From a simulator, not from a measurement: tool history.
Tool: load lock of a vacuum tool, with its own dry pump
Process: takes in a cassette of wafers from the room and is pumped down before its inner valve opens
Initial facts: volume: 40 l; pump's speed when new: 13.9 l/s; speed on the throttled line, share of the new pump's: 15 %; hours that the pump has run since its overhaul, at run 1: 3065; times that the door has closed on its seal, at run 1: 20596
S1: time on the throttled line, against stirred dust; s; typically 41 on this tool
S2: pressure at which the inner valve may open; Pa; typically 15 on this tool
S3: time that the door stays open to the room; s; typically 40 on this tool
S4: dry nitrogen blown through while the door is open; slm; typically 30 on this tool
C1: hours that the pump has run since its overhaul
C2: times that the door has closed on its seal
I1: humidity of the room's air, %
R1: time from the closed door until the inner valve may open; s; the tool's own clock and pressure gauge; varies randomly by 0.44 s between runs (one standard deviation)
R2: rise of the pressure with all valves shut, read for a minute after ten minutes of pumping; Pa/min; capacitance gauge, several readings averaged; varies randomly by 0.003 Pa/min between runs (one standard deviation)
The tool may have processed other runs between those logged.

run 1 hour=0.0 | S1=41 S2=15 S3=40 S4=30 | C1=3065 C2=20596 | I1=45.1 | R1=60.3 R2=0.031
run 2 hour=364.5 | S1=41 S2=15 S3=40 S4=30 | C1=3430 C2=21321 | I1=45.1 | R1=60.6 R2=0.042
run 3 hour=687.5 | S1=41 S2=15 S3=40 S4=30 | C1=3753 C2=21963 | I1=46.2 | R1=59.7 R2=0.035
run 4 hour=954.8 | S1=41 S2=15 S3=40 S4=30 | C1=4020 C2=22494 | I1=46.0 | R1=60.5 R2=0.037
run 5 hour=1250.4 | S1=76 S2=15 S3=40 S4=30 | C1=4316 C2=23082 | I1=45.8 | R1=89.5 R2=0.036
run 6 hour=1472.0 | S1=41 S2=15 S3=40 S4=18 | C1=4537 C2=23522 | I1=41.1 | R1=60.3 R2=0.040
run 7 hour=1776.6 | S1=41 S2=15 S3=40 S4=18 | C1=4842 C2=24127 | I1=46.3 | R1=59.7 R2=0.044
run 8 hour=1947.4 | S1=41 S2=15 S3=40 S4=18 | C1=5012 C2=24467 | I1=48.3 | R1=59.8 R2=0.044
run 9 hour=2244.0 | S1=41 S2=15 S3=40 S4=30 | C1=5309 C2=25056 | I1=49.3 | R1=60.5 R2=0.043
run 10 hour=2545.5 | S1=41 S2=15 S3=40 S4=30 | C1=5611 C2=25656 | I1=45.4 | R1=60.1 R2=0.032
run 11 hour=2773.3 | S1=41 S2=15 S3=40 S4=30 | C1=5838 C2=26109 | I1=48.1 | R1=60.3 R2=0.034
run 12 hour=3004.5 | S1=41 S2=15 S3=40 S4=30 | C1=6070 C2=26568 | I1=43.1 | R1=60.4 R2=0.039
run 13 hour=3300.7 | S1=41 S2=15 S3=40 S4=30 | C1=6366 C2=27157 | I1=45.1 | R1=60.0 R2=0.035
run 14 hour=3599.9 | S1=41 S2=15 S3=40 S4=30 | C1=6665 C2=27751 | I1=47.4 | R1=59.5 R2=0.038
run 15 hour=3941.1 | S1=41 S2=15 S3=40 S4=30 | C1=7006 C2=28430 | I1=43.0 | R1=60.2 R2=0.036
run 16 hour=4244.0 | S1=41 S2=15 S3=40 S4=30 | C1=7309 C2=29032 | I1=43.9 | R1=60.4 R2=0.032
run 17 hour=4588.0 | S1=41 S2=15 S3=40 S4=30 | C1=7653 C2=29715 | I1=46.6 | R1=60.9 R2=0.036
run 18 hour=4807.8 | S1=63 S2=15 S3=40 S4=30 | C1=7873 C2=30152 | I1=42.0 | R1=78.7 R2=0.031
run 19 hour=5063.4 | S1=63 S2=15 S3=40 S4=30 | C1=8128 C2=30660 | I1=42.1 | R1=78.4 R2=0.035
run 20 hour=5346.8 | S1=63 S2=15 S3=40 S4=30 | C1=8412 C2=31224 | I1=41.1 | R1=78.4 R2=0.033
run 21 hour=5532.6 | S1=41 S2=15 S3=26 S4=30 | C1=8598 C2=31593 | I1=45.5 | R1=59.4 R2=0.026
run 22 hour=5720.0 | S1=20 S2=15 S3=107 S4=30 | C1=8785 C2=31965 | I1=42.4 | R1=42.7 R2=0.050
run 23 hour=5973.4 | S1=20 S2=15 S3=107 S4=30 | C1=9038 C2=32469 | I1=40.8 | R1=42.6 R2=0.041
run 24 hour=6207.0 | S1=63 S2=13 S3=39 S4=21 | C1=9272 C2=32933 | I1=46.2 | R1=79.2 R2=0.039
run 25 hour=6362.4 | S1=48 S2=28 S3=43 S4=5 | C1=9428 C2=33242 | I1=44.9 | R1=64.7 R2=0.058
run 26 hour=6623.3 | S1=52 S2=22 S3=227 S4=12 | C1=9688 C2=33761 | I1=47.4 | R1=69.1 R2=0.097
run 27 hour=6793.4 | S1=52 S2=23 S3=227 S4=15 | C1=9859 C2=34099 | I1=44.2 | R1=68.2 R2=0.079
run 28 hour=7025.5 | S1=52 S2=23 S3=227 S4=15 | C1=10091 C2=34560 | I1=41.1 | R1=67.8 R2=0.075
run 29 hour=7375.8 | S1=52 S2=23 S3=227 S4=15 | C1=10441 C2=35256 | I1=42.9 | R1=68.1 R2=0.078
run 30 hour=7747.2 | S1=52 S2=23 S3=227 S4=15 | C1=10812 C2=35995 | I1=47.0 | R1=68.0 R2=0.084
run 31 hour=8021.8 | S1=53 S2=24 S3=227 S4=19 | C1=11087 C2=36540 | I1=47.2 | R1=68.7 R2=0.080
run 32 hour=8338.1 | S1=53 S2=24 S3=227 S4=19 | C1=11403 C2=37169 | I1=47.0 | R1=69.9 R2=0.077
run 33 hour=8710.1 | S1=41 S2=20 S3=65 S4=30 | C1=11775 C2=37909 | I1=47.0 | R1=59.5 R2=0.046
run 34 hour=8922.3 | S1=58 S2=15 S3=40 S4=9 | C1=11987 C2=38330 | I1=45.7 | R1=75.3 R2=0.052
run 35 hour=9126.2 | S1=41 S2=15 S3=40 S4=30 | C1=12191 C2=38736 | I1=42.9 | R1=60.3 R2=0.031
run 36 hour=9457.2 | S1=41 S2=17 S3=135 S4=30 | C1=12522 C2=39393 | I1=42.6 | R1=60.4 R2=0.049
run 37 hour=9739.8 | S1=41 S2=17 S3=135 S4=30 | C1=12805 C2=39955 | I1=43.8 | R1=59.7 R2=0.056

Branching from run 37: 3 alternative next runs. What would each branch give?
run A hour=9989.7 | S1=41 S2=15 S3=40 S4=5 | C1=13055 C2=40452 | I1=48.3 | R1=? R2=?
run B hour=9989.7 | S1=41 S2=17 S3=135 S4=7 | C1=13055 C2=40452 | I1=48.2 | R1=? R2=?
run C hour=9989.7 | S1=26 S2=14 S3=135 S4=30 | C1=13055 C2=40452 | I1=43.0 | R1=? R2=?

run=A R1=59.8 R2=0.054
run=B R1=60.2 R2=0.082
run=C R1=48.1 R2=0.054
Without the tool's unlogged condition, the same runs would have read:
run=A R1=59.7 R2=0.053
run=B R1=60.1 R2=0.081
run=C R1=48.1 R2=0.053

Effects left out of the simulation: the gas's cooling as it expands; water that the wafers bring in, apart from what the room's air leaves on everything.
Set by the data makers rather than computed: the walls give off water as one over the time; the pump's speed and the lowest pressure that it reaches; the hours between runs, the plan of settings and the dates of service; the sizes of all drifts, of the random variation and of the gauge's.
